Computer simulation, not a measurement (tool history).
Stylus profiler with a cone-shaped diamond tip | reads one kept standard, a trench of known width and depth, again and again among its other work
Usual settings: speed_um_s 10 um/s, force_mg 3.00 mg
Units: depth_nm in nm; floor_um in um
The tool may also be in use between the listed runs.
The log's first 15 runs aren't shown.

{"hour": 210.7, "done": "new tip fitted, height scale calibrated"}
{"run": 16, "hour": 218.2, "speed_um_s": 3, "force_mg": 3.0, "depth_nm": 203.68, "floor_um": 28.23}
{"run": 17, "hour": 239.4, "speed_um_s": 3, "force_mg": 6.83, "depth_nm": 206.51, "floor_um": 28.18}
{"run": 18, "hour": 249.4, "speed_um_s": 5, "force_mg": 3.0, "depth_nm": 203.79, "floor_um": 28.21}
{"run": 19, "hour": 272.6, "speed_um_s": 5, "force_mg": 3.0, "depth_nm": 203.68, "floor_um": 28.16}
{"run": 20, "hour": 290.4, "speed_um_s": 5, "force_mg": 3.0, "depth_nm": 203.62, "floor_um": 28.11}
{"run": 21, "hour": 311.9, "speed_um_s": 5, "force_mg": 3.0, "depth_nm": 203.67, "floor_um": 28.13}
{"run": 22, "hour": 328.8, "speed_um_s": 10, "force_mg": 3.0, "depth_nm": 203.67, "floor_um": 28.09}
{"run": 23, "hour": 340.0, "speed_um_s": 10, "force_mg": 3.0, "depth_nm": 203.76, "floor_um": 28.04}
{"run": 24, "hour": 357.1, "speed_um_s": 10, "force_mg": 3.0, "depth_nm": 203.54, "floor_um": 28.03}
{"run": 25, "hour": 372.8, "speed_um_s": 20, "force_mg": 3.15, "depth_nm": 203.67, "floor_um": 27.98}

Run 26 comes next. What will it give?
{"run": 26, "hour": 385.1, "speed_um_s": 20, "force_mg": 3.15, "depth_nm": "?", "floor_um": "?"}

Run 26 gave depth_nm 203.84 nm, floor_um 27.92 um.
Without the tool's hidden state the same run would have given depth_nm 203.89 nm, floor_um 28.15 um.
